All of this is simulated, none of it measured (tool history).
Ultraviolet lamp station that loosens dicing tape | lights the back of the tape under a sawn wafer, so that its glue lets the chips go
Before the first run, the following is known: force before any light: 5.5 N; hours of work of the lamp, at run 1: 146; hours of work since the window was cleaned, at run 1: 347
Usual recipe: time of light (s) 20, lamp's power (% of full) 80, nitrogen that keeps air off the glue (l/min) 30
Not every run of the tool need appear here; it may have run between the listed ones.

| run | hour | time of light (s) | lamp's power (% of full) | nitrogen that keeps air off the glue (l/min) | hours of work of the lamp | hours of work since the window was cleaned | force that peels the tape off (N) | light that reached the tape (mJ/cm²) |
|---|---|---|---|---|---|---|---|---|
| 1 | 0 | 20 | 80 | 30 | 146 | 347 | 0.457 | 304 |
| 2 | 49.5 | 20 | 80 | 30 | 179 | 381 | 0.484 | 306 |
| 3 | 97.9 | 20 | 80 | 30 | 211 | 413 | 0.469 | 306 |
| 4 | 146.9 | 20 | 80 | 30 | 244 | 446 | 0.491 | 302 |
| 5 | 184.2 | 30 | 80 | 30 | 269 | 471 | 0.281 | 456 |
|  | 201.3 | window cleaned of glue's vapour |
| 6 | 210.2 | 30 | 80 | 30 | 286 | 6 | 0.3 | 454 |
| 7 | 248.5 | 30 | 80 | 30 | 312 | 32 | 0.289 | 456 |
| 8 | 309.6 | 30 | 80 | 30 | 353 | 73 | 0.29 | 451 |
| 9 | 368.9 | 20 | 80 | 27 | 393 | 112 | 0.514 | 303 |
| 10 | 407.3 | 20 | 80 | 27 | 418 | 138 | 0.502 | 303 |
| 11 | 444.4 | 20 | 80 | 27 | 443 | 163 | 0.514 | 300 |
| 12 | 480.2 | 20 | 89 | 30 | 467 | 187 | 0.42 | 333 |
| 13 | 527.9 | 20 | 89 | 30 | 499 | 219 | 0.404 | 339 |
| 14 | 587 | 20 | 89 | 30 | 539 | 259 | 0.416 | 338 |
| 15 | 647.1 | 20 | 80 | 26 | 579 | 299 | 0.506 | 307 |
| 16 | 697.3 | 20 | 80 | 26 | 613 | 333 | 0.511 | 304 |
| 17 | 743.4 | 20 | 80 | 30 | 644 | 363 | 0.493 | 301 |
| 18 | 778.8 | 20 | 80 | 30 | 667 | 387 | 0.501 | 304 |
| 19 | 826.5 | 20 | 80 | 30 | 699 | 419 | 0.477 | 301 |
| 20 | 866.2 | 20 | 80 | 30 | 726 | 446 | 0.503 | 304 |
| 21 | 912.5 | 20 | 80 | 30 | 757 | 477 | 0.497 | 305 |
|  | 921.9 | window cleaned of glue's vapour |
| 22 | 939.1 | 23 | 80 | 30 | 775 | 11 | 0.382 | 347 |
| 23 | 989.9 | 23 | 74 | 10 | 809 | 46 | 0.761 | 322 |
| 24 | 1028.6 | 20 | 66 | 30 | 835 | 72 | 0.663 | 253 |
| 25 | 1078.6 | 10 | 72 | 23 | 868 | 105 | 1.739 | 134 |
| 26 | 1133.7 | 10 | 72 | 9 | 905 | 142 | 2.42 | 134 |
| 27 | 1180 | 14 | 80 | 9 | 936 | 173 | 1.481 | 212 |
| 28 | 1217.5 | 14 | 80 | 9 | 961 | 198 | 1.514 | 212 |
| 29 | 1244.7 | 14 | 80 | 9 | 979 | 216 | 1.426 | 208 |
| 30 | 1303.4 | 11 | 80 | 13 | 1019 | 256 | 1.668 | 169 |
| 31 | 1351.3 | 12 | 60 | 52 | 1051 | 288 | 1.35 | 134 |
| 32 | 1411.9 | 31 | 80 | 11 | 1091 | 328 | 0.409 | 467 |
| 33 | 1442.1 | 31 | 80 | 11 | 1112 | 349 | 0.42 | 466 |
| 34 | 1485.9 | 31 | 89 | 16 | 1141 | 378 | 0.301 | 523 |
| 35 | 1511.9 | 15 | 80 | 10 | 1159 | 396 | 1.272 | 228 |
|  | 1551.3 | lamp changed |
| 36 | 1561.8 | 20 | 76 | 24 | 7 | 428 | 0.575 | 287 |
| 37 | 1600.1 | 23 | 76 | 28 | 33 | 454 | 0.447 | 334 |
|  | 1642.2 | window cleaned of glue's vapour |
| 38 | 1658.7 | 37 | 85 | 34 | 72 | 11 | 0.256 | 601 |

The next listed run, before its measurement:
| 39 | 1693.5 | 15 | 85 | 10 | 95 | 34 | ? | ? |

{"run 39": {"force that peels the tape off (N)": 1.196, "light that reached the tape (mJ/cm²)": 242}}
With no hidden state in the tool, this same run would have given force that peels the tape off (N) 1.195, light that reached the tape (mJ/cm²) 242.

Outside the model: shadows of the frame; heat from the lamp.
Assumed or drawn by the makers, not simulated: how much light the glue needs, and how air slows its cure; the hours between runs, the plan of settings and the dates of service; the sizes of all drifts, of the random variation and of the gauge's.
